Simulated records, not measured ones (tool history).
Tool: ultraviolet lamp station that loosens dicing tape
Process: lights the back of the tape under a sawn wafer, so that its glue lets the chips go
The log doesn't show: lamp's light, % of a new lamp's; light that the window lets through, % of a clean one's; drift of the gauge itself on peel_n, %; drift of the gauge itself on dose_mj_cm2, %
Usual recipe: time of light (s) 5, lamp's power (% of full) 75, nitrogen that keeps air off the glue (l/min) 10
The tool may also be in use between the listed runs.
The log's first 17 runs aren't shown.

| run | hour | time of light (s) | lamp's power (% of full) | nitrogen that keeps air off the glue (l/min) | hours of work of the lamp | hours of work since the window was cleaned | force that peels the tape off (N) | light that reached the tape (J/m2) |
|---|---|---|---|---|---|---|---|---|
| 18 | 485.5 | 5 | 75 | 5 | 885 | 237 | 2.101 | 3570 |
| 19 | 514.6 | 5 | 75 | 5 | 908 | 259 | 2.05 | 3470 |
|  | 543.4 | window cleaned of glue's vapour |
| 20 | 549.1 | 5 | 75 | 5 | 934 | 4 | 1.726 | 3850 |
| 21 | 573.5 | 5 | 75 | 5 | 953 | 23 | 1.758 | 3800 |
| 22 | 607.9 | 5 | 91 | 5 | 980 | 50 | 1.198 | 4490 |
| 23 | 625.9 | 4 | 61 | 4 | 994 | 64 | 3.994 | 2400 |
| 24 | 659.8 | 5 | 75 | 6 | 1020 | 91 | 1.7 | 3650 |
| 25 | 696 | 8 | 75 | 10 | 1049 | 119 | 0.4 | 5700 |
| 26 | 733.2 | 6 | 75 | 3 | 1078 | 148 | 2.04 | 4240 |
| 27 | 768.3 | 5 | 67 | 17 | 1105 | 175 | 1.35 | 3050 |

Estimate the outcome of run 28 from the log above:
| 28 | 802.6 | 5 | 75 | 10 | 1132 | 202 | ? | ? |

Run 28 measured force that peels the tape off (N) 1.459, light that reached the tape (J/m2) 3370.
Without the tool's hidden state the same run would have given force that peels the tape off (N) 0.601, light that reached the tape (J/m2) 4890.

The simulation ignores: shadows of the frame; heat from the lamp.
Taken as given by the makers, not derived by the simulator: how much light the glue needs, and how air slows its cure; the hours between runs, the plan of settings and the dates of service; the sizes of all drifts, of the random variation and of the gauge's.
